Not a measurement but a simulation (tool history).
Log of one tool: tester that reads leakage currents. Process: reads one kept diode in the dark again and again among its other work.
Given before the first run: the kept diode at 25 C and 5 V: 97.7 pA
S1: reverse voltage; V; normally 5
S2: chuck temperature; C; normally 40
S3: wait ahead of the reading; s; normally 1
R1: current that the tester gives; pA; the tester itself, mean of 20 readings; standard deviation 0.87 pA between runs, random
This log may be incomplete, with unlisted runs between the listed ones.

run 1 day=0 | S1=5 S2=40 S3=1 | R1=293.65
run 2 day=4.279 | S1=2.74 S2=40 S3=1 | R1=223.2
-- day=11.154 probe card cleaned and baked
run 3 day=12.221 | S1=2.74 S2=40 S3=1 | R1=217.73
run 4 day=18.904 | S1=2.74 S2=40 S3=1 | R1=217.67
run 5 day=27.783 | S1=5 S2=26 S3=1 | R1=103.82
run 6 day=35.167 | S1=6.81 S2=40 S3=1 | R1=325.18
run 7 day=43.958 | S1=5 S2=40 S3=1 | R1=278.78
-- day=49.138 chuck's temperature calibrated
run 8 day=52.55 | S1=7.94 S2=40 S3=1 | R1=341.6
run 9 day=57.1 | S1=7.94 S2=29 S3=1 | R1=156.47
run 10 day=63.738 | S1=17.98 S2=29 S3=1 | R1=228.75
run 11 day=68.275 | S1=5 S2=40 S3=3.26 | R1=271.96
run 12 day=74.046 | S1=5 S2=40 S3=1 | R1=272.58
run 13 day=82.438 | S1=5 S2=40 S3=1 | R1=270.84
run 14 day=86.521 | S1=5 S2=40 S3=1 | R1=270.12
run 15 day=92.333 | S1=5 S2=40 S3=1 | R1=270.94
run 16 day=102.279 | S1=5 S2=40 S3=1 | R1=267.56
-- day=104.079 chuck's temperature calibrated, once more
run 17 day=107.596 | S1=2.81 S2=40 S3=1 | R1=224.27
run 18 day=117.233 | S1=5 S2=23 S3=1 | R1=86.36
run 19 day=124.808 | S1=5 S2=23 S3=1 | R1=86.18
run 20 day=131.15 | S1=6.14 S2=40 S3=1 | R1=315.93
run 21 day=139.967 | S1=5 S2=40 S3=0.82 | R1=286.02
run 22 day=144.821 | S1=5 S2=32 S3=1 | R1=163.79
run 23 day=151.542 | S1=5 S2=32 S3=1 | R1=162.76
run 24 day=158.467 | S1=14.51 S2=46 S3=0.43 | R1=692.56
run 25 day=167.183 | S1=2.35 S2=40 S3=0.43 | R1=199.55
-- day=168.462 chuck's temperature calibrated
run 26 day=175.35 | S1=5 S2=39 S3=1 | R1=274.49
run 27 day=183.433 | S1=5 S2=39 S3=1 | R1=274.59
run 28 day=190.204 | S1=3.76 S2=25 S3=1.52 | R1=89.6
run 29 day=195.333 | S1=3.76 S2=25 S3=1.52 | R1=88.94
run 30 day=200.996 | S1=3.45 S2=59 S3=6.6 | R1=826.32
run 31 day=205.754 | S1=3.45 S2=59 S3=6.6 | R1=832.34
run 32 day=213.158 | S1=3.45 S2=59 S3=6.6 | R1=826.03
run 33 day=222.817 | S1=5 S2=32 S3=1 | R1=165.79
run 34 day=228.625 | S1=5 S2=32 S3=1 | R1=164.41
-- day=232.554 chuck's temperature calibrated
run 35 day=233.883 | S1=1.49 S2=40 S3=5.87 | R1=170.2
run 36 day=239.408 | S1=7.78 S2=39 S3=4.37 | R1=337.28
run 37 day=245.008 | S1=1.84 S2=40 S3=0.56 | R1=187.22
run 38 day=253.367 | S1=5 S2=32 S3=0.51 | R1=171.45
run 39 day=258.121 | S1=8.43 S2=32 S3=5.46 | R1=216.68

Each row is a separate what-if for the run after 39, all from the same tool condition, not one after another. Results?
run A day=267.162 | S1=3.74 S2=40 S3=1.07 | R1=?
run B day=267.162 | S1=5 S2=40 S3=3.27 | R1=?
run C day=267.162 | S1=8.43 S2=32 S3=9.63 | R1=?

run=A R1=255.61
run=B R1=290.94
run=C R1=215.29
Without the tool's unlogged condition, the same runs would have read:
run=A R1=254.74
run=B R1=289.02
run=C R1=208.07
